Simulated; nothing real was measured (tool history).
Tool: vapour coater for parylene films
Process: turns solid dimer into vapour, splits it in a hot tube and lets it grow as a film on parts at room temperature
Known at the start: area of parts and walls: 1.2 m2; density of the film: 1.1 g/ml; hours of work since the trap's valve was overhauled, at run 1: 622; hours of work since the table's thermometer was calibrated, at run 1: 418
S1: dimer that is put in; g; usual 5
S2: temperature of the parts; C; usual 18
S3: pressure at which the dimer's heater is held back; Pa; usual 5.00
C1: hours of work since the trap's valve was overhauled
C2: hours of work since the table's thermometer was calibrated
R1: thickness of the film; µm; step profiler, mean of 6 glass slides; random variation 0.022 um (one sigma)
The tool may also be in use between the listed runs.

run,hour,S1,S2,S3,C1,C2,R1
1,0.0,5,18,5.00,622,418,2.25
2,40.1,5,18,5.00,657,453,2.23
# hour 65.9: trap's valve overhauled
3,72.9,5,18,2.01,6,478,2.41
4,94.2,5,18,2.01,24,497,2.39
5,128.2,2,18,5.00,54,526,0.85
6,151.8,6,18,5.00,74,546,2.56
7,174.3,6,18,5.00,94,566,2.60
8,202.1,6,18,5.00,118,590,2.61
# hour 208.9: trap's valve overhauled, once more
9,239.7,7,12,6.76,27,619,3.57
10,260.7,4,18,3.94,45,637,1.95

The next listed run, before its measurement:
11,282.7,4,12,3.94,64,656,?

Run 11 gave R1 2.17 µm.
Without the tool's hidden state the same run would have given R1 2.21 µm.
